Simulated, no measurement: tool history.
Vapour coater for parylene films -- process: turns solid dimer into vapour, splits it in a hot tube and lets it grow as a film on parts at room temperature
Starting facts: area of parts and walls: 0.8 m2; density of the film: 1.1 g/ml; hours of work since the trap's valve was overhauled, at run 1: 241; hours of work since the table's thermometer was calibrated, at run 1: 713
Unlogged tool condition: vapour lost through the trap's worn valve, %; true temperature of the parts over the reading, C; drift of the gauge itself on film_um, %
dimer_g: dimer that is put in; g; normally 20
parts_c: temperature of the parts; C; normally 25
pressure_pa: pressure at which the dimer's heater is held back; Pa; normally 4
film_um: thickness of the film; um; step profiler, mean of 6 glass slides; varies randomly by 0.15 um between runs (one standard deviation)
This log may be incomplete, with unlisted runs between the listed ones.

run    hour  dimer_g  parts_c  pressure_pa  hours of work since the trap's valve was overhauled  hours of work since the table's thermometer was calibrated  film_um
  1       0       20       25            4                                                  241                                                         713    17.04
  2    29.1       20       25            4                                                  263                                                         734    16.76
  3    46.2       20       25         3.33                                                  275                                                         747    17.13
  4      82       20       25         3.33                                                  302                                                         773    17.16
      100.1  -- trap's valve overhauled
  5   111.9       20       25         3.33                                                    9                                                         793    18.73
  6   151.2       20       25         3.33                                                   38                                                         822    18.59
  7   189.5       20       25            4                                                   66                                                         850    17.87
  8   216.8       20       25            4                                                   86                                                         870    17.84
  9   253.5       20       25         8.08                                                  113                                                         897    15.96
 10     273       20       25         8.08                                                  128                                                         912    15.93
 11   306.6       20       24         8.08                                                  153                                                         937    16.32
 12   327.1       20       25            4                                                  168                                                         952    17.62
 13   364.6       20       25            4                                                  196                                                         979    17.34
 14   397.6       20       25            4                                                  220                                                        1004    17.27
 15   428.1       20       25            4                                                  243                                                        1026    17.02
 16   452.8       20       25            4                                                  261                                                        1045    17.02
 17     470       20       25            4                                                  274                                                        1057    16.75
 18   492.1       20       25            4                                                  290                                                        1074     16.7
      524.3  -- trap's valve overhauled
 19   526.2       20       25            4                                                    1                                                        1096    18.42
 20   547.5       10       25            4                                                   17                                                        1112     8.96
 21   572.6       10       31            4                                                   36                                                        1130        8
      596.5  -- table's thermometer calibrated
 22   602.7       20       25            4                                                   57                                                           5    18.49
 23   623.8       20       25            4                                                   73                                                          20    18.16
 24     647       20       25         4.87                                                   90                                                          37    17.45
 25   666.8       20       25         4.87                                                  105                                                          52    17.45
 26   703.5        8       25         4.87                                                  132                                                          79     6.92
 27   736.7        8       25         4.87                                                  156                                                         104     6.89
 28   770.2        8       25         4.87                                                  181                                                         128     6.83
 29   791.9       15       17         2.02                                                  197                                                         144    15.77
 30     825       21       20         4.41                                                  222                                                         169    19.67
 31   859.7       12       25         2.37                                                  247                                                         195    11.13
 32   900.2       26       35            4                                                  277                                                         225    18.82
 33   940.6       19       25         6.86                                                  307                                                         254       15
      949.2  -- trap's valve overhauled
 34   964.6       20       22            8                                                   11                                                         269    17.66
 35  1000.4       20       25            8                                                   38                                                         296    16.71
 36  1025.5       20       25            8                                                   56                                                         314    16.47
 37  1059.9       33       27            4                                                   82                                                         340    28.68
 38  1094.5       20       22         9.31                                                  107                                                         365    16.85
 39  1128.3       20       22         9.31                                                  132                                                         390    17.01
 40    1152       13       25         2.76                                                  150                                                         408    11.91
 41  1192.7       11       25         4.75                                                  180                                                         438     9.49
 42  1213.3       36       31         5.22                                                  195                                                         453    27.26
 43  1247.5       20       32         2.86                                                  221                                                         478    16.17
 44  1274.3       20       31         4.74                                                  240                                                         498     15.2
 45    1310       20       31         4.74                                                  267                                                         525    15.09
 46  1339.7       11       18         3.22                                                  289                                                         547    10.93
 47  1364.6       11       18         3.22                                                  307                                                         565    10.69

A few steps of film_um between consecutive runs. Split each: what settings, incoming material and random variation would produce without the hidden state, and what is left over for the hidden state, along with gauge scatter present in only one of the two compared results (measured, and without hidden state):
Run 4 -> 5: trap's valve overhauled. film_um +1.57 um: hidden state +1.62, all else -0.05.
Run 18 -> 19: trap's valve overhauled. film_um +1.72 um: hidden state +1.42, all else +0.3.
Run 33 -> 34: dimer_g 19 -> 20, parts_c 25 -> 22, pressure_pa 6.86 -> 8, trap's valve overhauled. film_um +2.66 um: hidden state +1.43, all else +1.23.
Run 36 -> 37: dimer_g 20 -> 33, parts_c 25 -> 27, pressure_pa 8 -> 4. film_um +12.21 um: hidden state -0.48, all else +12.69.
Run 37 -> 38: dimer_g 33 -> 20, parts_c 27 -> 22, pressure_pa 4 -> 9.31. film_um -11.83 um: hidden state +0.2, all else -12.03.
Run 41 -> 42: dimer_g 11 -> 36, parts_c 25 -> 31, pressure_pa 4.75 -> 5.22. film_um +17.77 um: hidden state -1.2, all else +18.97.
